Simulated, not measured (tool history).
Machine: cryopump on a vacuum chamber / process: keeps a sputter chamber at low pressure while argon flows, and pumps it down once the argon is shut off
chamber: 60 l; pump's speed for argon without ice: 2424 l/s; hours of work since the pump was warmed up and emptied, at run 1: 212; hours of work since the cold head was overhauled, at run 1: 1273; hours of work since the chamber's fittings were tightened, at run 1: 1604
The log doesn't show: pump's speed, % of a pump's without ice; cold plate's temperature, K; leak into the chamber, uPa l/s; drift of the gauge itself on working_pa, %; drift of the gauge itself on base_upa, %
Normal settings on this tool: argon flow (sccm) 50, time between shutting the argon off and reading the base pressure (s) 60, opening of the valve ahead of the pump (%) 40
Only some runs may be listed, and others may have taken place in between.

run	hour	argon flow (sccm)	time between shutting the argon off and reading the base pressure (s)	opening of the valve ahead of the pump (%)	hours of work since the pump was warmed up and emptied	hours of work since the cold head was overhauled	hours of work since the chamber's fittings were tightened	pressure while argon flows (Pa)	pressure after the wait (uPa)
1	0	50	60	40	212	1273	1604	0.089	1.24
2	41	50	60	40	245	1306	1637	0.0889	1.26
# hour 85.2: leaking fittings of the chamber tightened, without venting
3	91.6	50	60	40	284	1345	5	0.0898	0.78
4	138	50	60	40	322	1383	42	0.0893	0.77
5	193.8	50	60	40	367	1428	87	0.0903	0.8
6	241	46	60	40	404	1466	125	0.0831	0.83
7	293.9	50	128	40	447	1508	168	0.0913	0.5
8	325.4	50	60	40	472	1534	193	0.0904	0.86
9	375.4	50	22	40	513	1574	233	0.0908	1.97
10	402.1	50	22	40	534	1595	255	0.0906	2.04
11	444.6	50	22	40	568	1629	289	0.0917	2.02
12	504	50	60	27	616	1677	337	0.1335	0.92
13	554.6	50	60	27	657	1718	378	0.1337	0.9
14	585.6	50	60	40	682	1743	403	0.092	0.94
15	642.1	50	60	40	727	1788	448	0.0921	1
16	691.5	50	60	40	767	1828	488	0.092	0.9
17	722.9	50	96	40	792	1853	513	0.092	0.75
18	754.5	59	228	24	818	1879	539	0.1779	0.52
19	807.3	69	60	40	860	1921	581	0.1284	1.01
20	838.7	69	60	40	885	1947	606	0.1291	0.96
21	889.4	89	44	40	926	1987	647	0.1657	1.25
22	936	50	294	40	964	2025	685	0.0934	0.54
23	965.4	27	43	54	987	2049	708	0.0378	1.31
24	1004.6	61	114	32	1019	2080	740	0.1413	0.75
# hour 1027.2: pump warmed up, emptied and cooled again
25	1044	50	22	22	13	2108	768	0.16	2.14
26	1098.5	41	75	36	57	2152	811	0.0801	0.89
27	1149	49	60	40	98	2192	852	0.086	1.02
28	1206.9	79	248	48	145	2239	899	0.1174	0.56
29	1250.6	50	64	40	180	2274	934	0.0891	1.01
30	1278.5	50	64	40	202	2296	956	0.0885	1.04
31	1328.3	46	240	43	242	2337	996	0.0768	0.62
32	1369.6	90	66	40	276	2370	1030	0.1598	1.07
33	1427.9	90	66	40	322	2417	1076	0.161	1.11
34	1466.5	90	66	40	353	2448	1108	0.1616	1.12

Alternative continuations, all from the tool just after run 34; predict every row:
A	1515	90	116	40	392	2487	1147	?	?
B	1515	23	24	39	392	2487	1147	?	?
C	1515	32	30	40	392	2487	1147	?	?

run	pressure while argon flows (Pa)	pressure after the wait (uPa)
A	0.1632	0.86
B	0.0426	2.16
C	0.0571	1.79
With the hidden condition removed and each run's random variation left untouched, the same runs would have given:
run	pressure while argon flows (Pa)	pressure after the wait (uPa)
A	0.1581	0.47
B	0.0413	1.75
C	0.0554	1.39
